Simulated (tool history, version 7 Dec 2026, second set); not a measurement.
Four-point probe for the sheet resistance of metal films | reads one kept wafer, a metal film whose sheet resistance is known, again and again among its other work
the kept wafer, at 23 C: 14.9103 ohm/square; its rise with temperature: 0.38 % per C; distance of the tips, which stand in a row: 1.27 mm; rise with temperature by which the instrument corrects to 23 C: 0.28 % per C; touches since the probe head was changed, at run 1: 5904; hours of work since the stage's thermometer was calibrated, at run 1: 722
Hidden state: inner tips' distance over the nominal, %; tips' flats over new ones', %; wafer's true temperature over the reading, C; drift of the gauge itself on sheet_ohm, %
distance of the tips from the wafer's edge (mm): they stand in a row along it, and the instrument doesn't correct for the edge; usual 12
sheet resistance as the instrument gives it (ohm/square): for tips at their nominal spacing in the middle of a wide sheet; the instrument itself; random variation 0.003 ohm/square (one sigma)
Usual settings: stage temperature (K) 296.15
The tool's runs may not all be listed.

| run | hour | stage temperature (K) | distance of the tips from the wafer's edge (mm) | touches since the probe head was changed | hours of work since the stage's thermometer was calibrated | sheet resistance as the instrument gives it (ohm/square) |
|---|---|---|---|---|---|---|
| 1 | 0 | 296.15 | 12 | 5904 | 722 | 14.998433 |
| 2 | 14.2 | 296.15 | 12 | 6129 | 730 | 14.993478 |
| 3 | 43.3 | 296.15 | 12 | 6590 | 746 | 14.99633 |
| 4 | 57 | 296.15 | 12 | 6808 | 753 | 14.993266 |
| 5 | 81.7 | 306.15 | 12 | 7200 | 767 | 15.129995 |
| 6 | 96.7 | 306.15 | 12 | 7437 | 775 | 15.135914 |
| 7 | 114.8 | 306.15 | 12 | 7724 | 785 | 15.133324 |
| 8 | 141.8 | 306.15 | 12 | 8153 | 799 | 15.138227 |
| 9 | 157.4 | 296.15 | 12 | 8399 | 808 | 14.993425 |
| 10 | 171.7 | 296.15 | 12 | 8626 | 816 | 14.99552 |
| 11 | 195 | 296.15 | 12 | 8995 | 828 | 14.99581 |
| 12 | 219.1 | 300.15 | 12 | 9378 | 842 | 15.053173 |
| 13 | 246.1 | 300.15 | 7 | 9805 | 856 | 15.229377 |
| 14 | 264.2 | 296.15 | 12 | 10092 | 866 | 14.9937 |
| 15 | 292.7 | 296.15 | 12 | 10544 | 882 | 14.99631 |
| 16 | 312.6 | 296.15 | 23 | 10859 | 893 | 14.937771 |
| 17 | 334 | 296.15 | 12 | 11199 | 904 | 14.993418 |
| 18 | 353.3 | 298.15 | 12 | 11505 | 915 | 15.02805 |
| 19 | 382 | 298.15 | 12 | 11960 | 931 | 15.032349 |
| 20 | 395.1 | 293.15 | 3 | 12167 | 938 | 16.157693 |
| 21 | 424.3 | 293.15 | 3 | 12630 | 954 | 16.162281 |
| 22 | 448.6 | 293.15 | 8 | 13015 | 967 | 15.064802 |
| 23 | 463.2 | 297.15 | 13 | 13247 | 975 | 14.999965 |
| 24 | 484.7 | 307.15 | 23 | 13588 | 987 | 15.095112 |
| 25 | 497.7 | 305.15 | 21 | 13794 | 994 | 15.07099 |
| 26 | 513 | 295.15 | 38 | 14036 | 1002 | 14.904013 |
| 27 | 542 | 306.15 | 25 | 14496 | 1018 | 15.071156 |
| 28 | 554 | 306.15 | 25 | 14687 | 1024 | 15.079596 |
| 29 | 567.7 | 299.15 | 12 | 14903 | 1032 | 15.042194 |
| 30 | 586.3 | 298.15 | 16 | 15198 | 1042 | 14.990785 |
| 31 | 615 | 295.15 | 12 | 15653 | 1058 | 14.991835 |
| 32 | 634.6 | 296.15 | 38 | 15965 | 1068 | 14.926796 |
| 33 | 649.4 | 296.15 | 3 | 16199 | 1077 | 16.215347 |
| 34 | 672.8 | 296.15 | 3 | 16570 | 1089 | 16.216507 |
| 35 | 688.2 | 295.15 | 6 | 16813 | 1098 | 15.245703 |
| 36 | 712.3 | 299.15 | 13 | 17196 | 1111 | 15.034173 |
| 37 | 733.4 | 296.15 | 40 | 17530 | 1122 | 14.92627 |
| 38 | 745.4 | 298.15 | 31 | 17721 | 1129 | 14.955174 |

Forecast each of these 5 alternatives for the next run:
| A | 762.5 | 296.15 | 29 | 17991 | 1138 | ? |
| B | 762.5 | 294.15 | 19 | 17991 | 1138 | ? |
| C | 762.5 | 296.15 | 9 | 17991 | 1138 | ? |
| D | 762.5 | 296.15 | 70 | 17991 | 1138 | ? |
| E | 762.5 | 300.15 | 23 | 17991 | 1138 | ? |

| run | sheet resistance as the instrument gives it (ohm/square) |
|---|---|
| A | 14.926428 |
| B | 14.925698 |
| C | 15.074024 |
| D | 14.918583 |
| E | 14.996309 |
Without the tool's hidden state the same runs would have given:
| run | sheet resistance as the instrument gives it (ohm/square) |
|---|---|
| A | 14.922 |
| B | 14.921355 |
| C | 15.069564 |
| D | 14.914156 |
| E | 14.991697 |
